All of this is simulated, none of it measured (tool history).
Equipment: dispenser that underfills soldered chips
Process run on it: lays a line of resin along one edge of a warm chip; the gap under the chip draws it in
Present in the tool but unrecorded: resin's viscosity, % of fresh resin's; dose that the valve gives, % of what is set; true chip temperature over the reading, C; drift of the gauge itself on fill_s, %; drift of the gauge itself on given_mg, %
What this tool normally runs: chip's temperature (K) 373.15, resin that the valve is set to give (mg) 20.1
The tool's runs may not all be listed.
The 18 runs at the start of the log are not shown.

| run | hour | chip's temperature (K) | resin that the valve is set to give (mg) | hours of work since the syringe was changed | hours of work since the valve was cleaned | hours of work since the stage was calibrated | time until the resin shows at the far edge (s) | resin that the valve gave (mg) |
|---|---|---|---|---|---|---|---|---|
| 19 | 124.7 | 366.15 | 20.1 | 9 | 21 | 301 | 319.5 | 19.82 |
|  | 125.9 | new syringe of resin |
| 20 | 130.3 | 371.15 | 20.1 | 3 | 25 | 305 | 195.7 | 19.6 |
| 21 | 137 | 379.15 | 24.2 | 9 | 31 | 310 | 191.2 | 23.61 |
|  | 137.8 | new syringe of resin |
| 22 | 142.6 | 384.15 | 23.2 | 4 | 35 | 315 | 118.7 | 22.56 |
| 23 | 148.8 | 373.15 | 23 | 9 | 40 | 320 | 248.2 | 22.19 |
|  | 150 | new syringe of resin |
|  | 152.2 | dispensing valve cleaned and set on the balance |
| 24 | 157 | 369.15 | 25.5 | 5 | 4 | 325 | 220.7 | 25.49 |
| 25 | 162.1 | 360.15 | 25.9 | 9 | 8 | 329 | 426.6 | 25.58 |
|  | 163 | new syringe of resin |
| 26 | 166.3 | 359.15 | 22.6 | 3 | 11 | 332 | 302.9 | 22.31 |
|  | 174.6 | new syringe of resin |
| 27 | 176.1 | 379.15 | 17.9 | 1 | 19 | 340 | 126.6 | 17.64 |
| 28 | 184.2 | 375.15 | 23.6 | 8 | 25 | 346 | 212.2 | 23.29 |
|  | 186.4 | new syringe of resin |
| 29 | 193.2 | 375.15 | 23.6 | 5 | 32 | 353 | 183.4 | 23.09 |
| 30 | 197.3 | 362.15 | 25 | 9 | 35 | 356 | 379.6 | 24.16 |
|  | 198.1 | new syringe of resin |
|  | 206.6 | dispensing valve cleaned and set on the balance |
| 31 | 206.7 | 362.15 | 19 | 6 | 0 | 363 | 338.9 | 18.91 |
|  | 210.7 | new syringe of resin |
| 32 | 214.6 | 372.15 | 20.7 | 3 | 6 | 369 | 183.4 | 20.51 |
| 33 | 221.1 | 386.15 | 17.8 | 8 | 11 | 374 | 149.4 | 17.57 |
|  | 222.2 | new syringe of resin |
| 34 | 226.8 | 386.15 | 17.8 | 4 | 16 | 378 | 112.2 | 17.61 |

What if the next run were any one of these 4? Each begins from the tool's condition after run 34:
|  | 233.8 | new syringe of resin |
| A | 233.8 | 380.15 | 17.6 | 0 | 21 | 384 | ? | ? |
|  | 233.8 | new syringe of resin |
| B | 233.8 | 359.15 | 20.5 | 0 | 21 | 384 | ? | ? |
|  | 233.8 | new syringe of resin |
| C | 233.8 | 368.15 | 21.9 | 0 | 21 | 384 | ? | ? |
|  | 233.8 | new syringe of resin |
| D | 233.8 | 367.15 | 17.4 | 0 | 21 | 384 | ? | ? |

| run | time until the resin shows at the far edge (s) | resin that the valve gave (mg) |
|---|---|---|
| A | 114.7 | 17.2 |
| B | 264.8 | 19.99 |
| C | 179.8 | 21.4 |
| D | 194.1 | 17 |
Had the tool no hidden state, the same runs would have come out as:
| run | time until the resin shows at the far edge (s) | resin that the valve gave (mg) |
|---|---|---|
| A | 105 | 17.57 |
| B | 240.4 | 20.42 |
| C | 164.2 | 21.87 |
| D | 176.5 | 17.37 |

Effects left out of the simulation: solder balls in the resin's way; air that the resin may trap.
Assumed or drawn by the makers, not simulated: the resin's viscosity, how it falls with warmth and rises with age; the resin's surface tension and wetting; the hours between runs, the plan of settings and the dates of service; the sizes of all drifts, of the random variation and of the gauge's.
